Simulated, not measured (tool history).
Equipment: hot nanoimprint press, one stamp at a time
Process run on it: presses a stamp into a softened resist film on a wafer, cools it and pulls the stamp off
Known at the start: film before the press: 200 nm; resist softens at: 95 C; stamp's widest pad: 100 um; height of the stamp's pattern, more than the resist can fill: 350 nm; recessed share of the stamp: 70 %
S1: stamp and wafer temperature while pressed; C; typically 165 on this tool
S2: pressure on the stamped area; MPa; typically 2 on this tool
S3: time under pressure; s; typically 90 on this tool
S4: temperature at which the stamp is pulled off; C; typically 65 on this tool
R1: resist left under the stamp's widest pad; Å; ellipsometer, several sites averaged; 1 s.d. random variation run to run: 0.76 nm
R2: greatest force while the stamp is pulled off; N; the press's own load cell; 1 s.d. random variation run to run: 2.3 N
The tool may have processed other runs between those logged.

| run | day | S1 | S2 | S3 | S4 | R1 | R2 |
|---|---|---|---|---|---|---|---|
| 1 | 0 | 165 | 2 | 90 | 65 | 964 | 103 |
| 2 | 0.812 | 165 | 2 | 90 | 65 | 964 | 102 |
| 3 | 1.429 | 165 | 2 | 90 | 65 | 959 | 104 |
| 4 | 1.938 | 165 | 2 | 90 | 65 | 963 | 107 |
| 5 | 2.342 | 165 | 2 | 90 | 65 | 957 | 105 |
|  | 3.292 | stamp cleaned and given a new release coat |
| 6 | 3.408 | 165 | 2 | 90 | 65 | 974 | 107 |
| 7 | 4.046 | 165 | 1.65 | 90 | 65 | 1053 | 101 |
| 8 | 4.433 | 165 | 1.65 | 90 | 65 | 1045 | 106 |
| 9 | 5.1 | 165 | 1.65 | 90 | 65 | 1067 | 103 |
| 10 | 5.792 | 165 | 1.65 | 90 | 65 | 1054 | 102 |
| 11 | 6.271 | 165 | 1.65 | 90 | 65 | 1059 | 104 |
| 12 | 6.696 | 165 | 2.94 | 90 | 65 | 788 | 104 |
| 13 | 7.362 | 165 | 1.86 | 90 | 65 | 995 | 101 |
| 14 | 8.175 | 165 | 1.86 | 90 | 65 | 997 | 104 |
| 15 | 8.629 | 165 | 1.86 | 90 | 65 | 1001 | 102 |
| 16 | 9.308 | 165 | 2.83 | 60 | 53 | 936 | 122 |
| 17 | 9.917 | 165 | 2.83 | 60 | 53 | 923 | 120 |
| 18 | 10.338 | 165 | 2 | 70 | 65 | 1040 | 104 |
| 19 | 11.104 | 165 | 2 | 70 | 65 | 1059 | 104 |
| 20 | 11.85 | 165 | 1.26 | 64 | 52 | 1324 | 117 |
| 21 | 12.246 | 172 | 1.6 | 48 | 66 | 969 | 104 |
| 22 | 13.025 | 170 | 1.21 | 131 | 67 | 864 | 105 |
|  | 13.283 | plate thermocouple calibrated |
| 23 | 13.596 | 166 | 2 | 90 | 65 | 930 | 105 |
| 24 | 14.046 | 166 | 2.02 | 90 | 56 | 914 | 114 |
| 25 | 14.858 | 166 | 2.02 | 90 | 56 | 906 | 110 |
| 26 | 15.654 | 166 | 2.02 | 90 | 56 | 920 | 116 |
| 27 | 16.471 | 166 | 1.32 | 90 | 56 | 1113 | 115 |
| 28 | 17.146 | 163 | 2.14 | 48 | 64 | 1238 | 100 |
| 29 | 17.788 | 163 | 2.14 | 48 | 64 | 1244 | 106 |
| 30 | 18.517 | 163 | 2.14 | 48 | 64 | 1247 | 107 |

Each row is a separate what-if for the run after 30, all from the same tool condition, not one after another. Results?
|  | 19.217 | stamp cleaned and given a new release coat |
| A | 19.379 | 160 | 2.14 | 48 | 51 | ? | ? |
|  | 19.217 | stamp cleaned and given a new release coat |
| B | 19.379 | 165 | 2 | 102 | 65 | ? | ? |
|  | 19.217 | stamp cleaned and given a new release coat |
| C | 19.379 | 154 | 2.14 | 144 | 64 | ? | ? |

| run | R1 | R2 |
|---|---|---|
| A | 1402 | 123 |
| B | 934 | 100 |
| C | 1353 | 106 |
What these runs would have given with no unlogged condition in the tool:
| run | R1 | R2 |
|---|---|---|
| A | 1402 | 123 |
| B | 933 | 100 |
| C | 1352 | 106 |
